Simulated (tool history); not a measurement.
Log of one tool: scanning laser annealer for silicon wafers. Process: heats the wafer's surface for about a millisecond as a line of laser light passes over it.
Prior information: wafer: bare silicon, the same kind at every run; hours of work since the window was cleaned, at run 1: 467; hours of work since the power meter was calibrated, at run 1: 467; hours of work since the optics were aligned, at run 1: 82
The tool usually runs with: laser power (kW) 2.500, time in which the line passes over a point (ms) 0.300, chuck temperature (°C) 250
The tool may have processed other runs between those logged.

run   hour  laser power (kW)  time in which the line passes over a point (ms)  chuck temperature (°C)  hours of work since the window was cleaned  hours of work since the power meter was calibrated  hours of work since the optics were aligned  highest temperature of the surface (°C)
  1    0.0             2.500                                            0.300                     250                                         467                                                 467                                           82                                      996
  2   12.9             2.500                                            0.300                     250                                         477                                                 477                                           92                                      996
  3   27.2             2.500                                            0.300                     250                                         488                                                 488                                          104                                     1003
  4   40.6             2.500                                            0.300                     250                                         499                                                 499                                          114                                      997
  5   49.3             2.500                                            0.300                     250                                         505                                                 505                                          121                                      996
  6   60.8             2.500                                            0.300                     250                                         514                                                 514                                          130                                      997
  7   68.6             2.500                                            0.300                     250                                         520                                                 520                                          136                                      997
  8   78.7             2.500                                            0.300                     250                                         528                                                 528                                          144                                      998
  9   89.9             2.522                                            0.300                     250                                         537                                                 537                                          152                                     1008
 10   97.0             2.296                                            0.300                     250                                         542                                                 542                                          158                                      921
 11  106.0             2.500                                            0.300                     232                                         549                                                 549                                          165                                      980
 12  118.8             2.500                                            0.300                     250                                         559                                                 559                                          175                                      994
 13  129.1             2.500                                            0.231                     250                                         567                                                 567                                          183                                      919
 14  141.7             2.500                                            0.231                     250                                         577                                                 577                                          193                                      917
 15  153.6             2.500                                            0.231                     250                                         587                                                 587                                          202                                      915
 16  163.9             2.500                                            0.300                     250                                         595                                                 595                                          210                                      997
 17  174.2             2.500                                            0.300                     250                                         603                                                 603                                          218                                      998
 18  187.1             2.355                                            0.300                     250                                         613                                                 613                                          228                                      944
 19  202.7             2.355                                            0.300                     250                                         625                                                 625                                          240                                      939
 20  210.5             2.500                                            0.300                     250                                         631                                                 631                                          246                                      996
 21  222.8             2.500                                            0.300                     250                                         640                                                 640                                          256                                     1000
 22  233.3             2.179                                            0.327                     280                                         649                                                 649                                          264                                      933
 23  244.7             2.179                                            0.327                     280                                         658                                                 658                                          273                                      934
 24  260.9             2.686                                            0.329                     244                                         670                                                 670                                          286                                     1095
 25  277.0             2.686                                            0.329                     244                                         683                                                 683                                          298                                     1091
 26  284.1             2.637                                            0.351                     257                                         688                                                 688                                          304                                     1110
 27  293.6             2.527                                            0.336                     250                                         696                                                 696                                          311                                     1045
 28  307.7             2.313                                            0.300                     223                                         707                                                 707                                          322                                      903
 29  322.2             2.313                                            0.249                     223                                         718                                                 718                                          333                                      850
 30  329.2             2.405                                            0.249                     272                                         723                                                 723                                          339                                      925
 31  340.8             2.405                                            0.249                     272                                         732                                                 732                                          348                                      928
 32  355.9             2.405                                            0.261                     235                                         744                                                 744                                          360                                      907
 33  366.8             2.592                                            0.300                     250                                         753                                                 753                                          368                                     1031
 34  382.9             2.592                                            0.300                     250                                         765                                                 765                                          381                                     1030
 35  396.2             2.534                                            0.300                     260                                         775                                                 775                                          391                                     1020
 36  412.4             2.525                                            0.343                     220                                         788                                                 788                                          404                                     1022
 37  422.6             2.525                                            0.343                     220                                         796                                                 796                                          412                                     1019
 38  435.6             2.452                                            0.256                     250                                         806                                                 806                                          422                                      934
 39  445.3             2.452                                            0.256                     250                                         814                                                 814                                          429                                      932
 40  458.2             2.500                                            0.360                     282                                         824                                                 824                                          439                                     1095

Alternative continuations, all from the tool just after run 40; predict every row:
  A  470.8             2.653                                            0.222                     284                                         834                                                 834                                          449                                        ?
  B  470.8             2.386                                            0.246                     256                                         834                                                 834                                          449                                        ?
  C  470.8             2.500                                            0.280                     226                                         834                                                 834                                          449                                        ?
  D  470.8             2.593                                            0.236                     211                                         834                                                 834                                          449                                        ?

run  highest temperature of the surface (°C)
  A                                      988
  B                                      905
  C                                      951
  D                                      915
Take away the tool's hidden state, keep each run's random variation, and the runs would have read:
run  highest temperature of the surface (°C)
  A                                      990
  B                                      906
  C                                      953
  D                                      917

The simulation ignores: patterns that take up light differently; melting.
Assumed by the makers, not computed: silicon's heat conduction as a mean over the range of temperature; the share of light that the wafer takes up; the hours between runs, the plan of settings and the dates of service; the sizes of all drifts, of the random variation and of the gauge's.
